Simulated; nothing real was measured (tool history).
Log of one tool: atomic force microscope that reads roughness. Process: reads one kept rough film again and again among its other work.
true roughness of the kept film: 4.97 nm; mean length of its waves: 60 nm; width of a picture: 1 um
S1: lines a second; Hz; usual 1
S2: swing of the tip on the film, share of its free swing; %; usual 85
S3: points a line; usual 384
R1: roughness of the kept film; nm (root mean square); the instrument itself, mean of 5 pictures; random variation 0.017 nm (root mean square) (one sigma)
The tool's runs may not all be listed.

run   hour    S1  S2   S3     R1
  1      0     1  85  384  4.533
  2   15.5     1  85  384  4.538
  3   24.7     1  85  384  4.501
  4   41.9     1  85  384   4.47
  5   58.4     1  85  384  4.423
  6   74.7   1.6  85  384  4.318
      79.6  -- new tip fitted
  7     85   1.6  85  384  4.494
  8  102.3  2.93  85  384  4.265
  9  114.8     1  85  384  4.501
 10  128.5     1  85  384  4.518
 11  137.8  0.61  85  384  4.511
 12  147.4  0.61  85  384  4.521
 13  160.4     1  85  384  4.446
 14  176.6     1  85  384  4.409
 15  188.4     1  85  384  4.397
     190.4  -- new tip fitted
 16  200.6     1  85  384  4.584
 17  216.1     1  85  384  4.557
 18  227.6  1.65  74  384  4.522
 19  241.3  3.61  76  384  4.289
 20    255  3.61  76  384   4.29
 21  266.2  0.52  67  384  4.612
 22  276.5  0.98  55  384  4.602
 23  291.7  0.98  74  384  4.482
     301.4  -- new tip fitted
 24  304.4  0.98  72  384  4.705
 25  321.1  1.35  86  603  4.511
 26    336  1.27  90  277  4.448
 27  343.8  3.58  90  418  3.995
 28  356.7  1.47  55  324  4.594
 29  370.2  1.47  55  324  4.583
 30  378.7     1  64  384   4.59
 31  387.1     1  64  384  4.573

Hidden state or all else? Some run-to-run changes of R1, split into what the settings, what came in and random variation would give without the hidden state, and what is left for the hidden state (with any gauge scatter that isn't in both results):
The hidden state here: radius of the tip, nm; height scale over the true one, %; drift of the gauge itself on roughness_nm, %.
Run 6 -> 7: new tip fitted. R1 +0.176 nm (root mean square): hidden state +0.182, all else -0.006.
Run 15 -> 16: new tip fitted. R1 +0.187 nm (root mean square): hidden state +0.187, all else +0.
Run 20 -> 21: S1 3.61 -> 0.52, S2 76 -> 67. R1 +0.322 nm (root mean square): hidden state -0.029, all else +0.351.
Run 23 -> 24: S2 74 -> 72, new tip fitted. R1 +0.223 nm (root mean square): hidden state +0.185, all else +0.038.
Run 26 -> 27: S1 1.27 -> 3.58, S3 277 -> 418. R1 -0.453 nm (root mean square): hidden state -0.006, all else -0.447.
Run 27 -> 28: S1 3.58 -> 1.47, S2 90 -> 55, S3 418 -> 324. R1 +0.599 nm (root mean square): hidden state -0.034, all else +0.633.
